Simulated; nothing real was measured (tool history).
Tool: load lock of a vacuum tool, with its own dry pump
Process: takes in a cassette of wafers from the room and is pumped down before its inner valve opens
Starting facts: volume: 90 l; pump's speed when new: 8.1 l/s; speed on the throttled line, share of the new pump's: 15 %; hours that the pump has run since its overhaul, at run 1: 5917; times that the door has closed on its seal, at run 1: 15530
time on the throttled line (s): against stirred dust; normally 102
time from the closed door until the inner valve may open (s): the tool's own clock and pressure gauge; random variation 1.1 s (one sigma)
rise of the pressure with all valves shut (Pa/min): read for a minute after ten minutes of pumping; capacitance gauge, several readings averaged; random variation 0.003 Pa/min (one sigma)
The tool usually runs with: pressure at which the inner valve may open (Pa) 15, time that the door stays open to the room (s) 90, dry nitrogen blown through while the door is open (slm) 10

run	hour	time on the throttled line (s)	pressure at which the inner valve may open (Pa)	time that the door stays open to the room (s)	dry nitrogen blown through while the door is open (slm)	hours that the pump has run since its overhaul	times that the door has closed on its seal	incoming humidity of the room's air, %	time from the closed door until the inner valve may open (s)	rise of the pressure with all valves shut (Pa/min)
1	0	102	15	90	10	5917	15530	44.8	186.5	0.036
2	109.1	102	15	90	10	6026	15796	42.8	184.8	0.031
3	250.9	102	15	90	10	6168	16141	43.6	184.1	0.029
4	356.6	102	15	90	10	6274	16398	45.1	185.7	0.035
5	511.6	102	15	90	10	6429	16775	42.6	186.6	0.04
6	604.4	102	15	90	10	6522	17001	47.1	186.5	0.036
7	785.1	102	15	90	10	6702	17440	44.9	189.2	0.034
8	933.1	98	19	140	11	6850	17801	47	177.1	0.043
9	1063.2	98	19	140	11	6981	18117	42.7	177.1	0.042
10	1199.4	98	19	140	11	7117	18448	45.6	177.9	0.046
11	1342.2	98	19	140	11	7259	18796	44.6	178.4	0.039
12	1488.6	98	19	140	11	7406	19152	46.2	177.7	0.042

Branching from run 12: 5 alternative next runs. What would each branch give?
A	1630.6	72	15	158	10	7548	19497	44.9	?	?
B	1630.6	58	19	140	11	7548	19497	44.1	?	?
C	1630.6	103	15	90	18	7548	19497	45.3	?	?
D	1630.6	98	19	209	11	7548	19497	47.4	?	?
E	1630.6	121	19	25	11	7548	19497	47.1	?	?

run	time from the closed door until the inner valve may open (s)	rise of the pressure with all valves shut (Pa/min)
A	159.7	0.046
B	145	0.044
C	186.8	0.029
D	180.1	0.056
E	200.1	0.013
With no hidden state in the tool, these same runs would have given:
run	time from the closed door until the inner valve may open (s)	rise of the pressure with all valves shut (Pa/min)
A	159.6	0.046
B	145	0.044
C	186.8	0.029
D	180.1	0.056
E	200.1	0.013
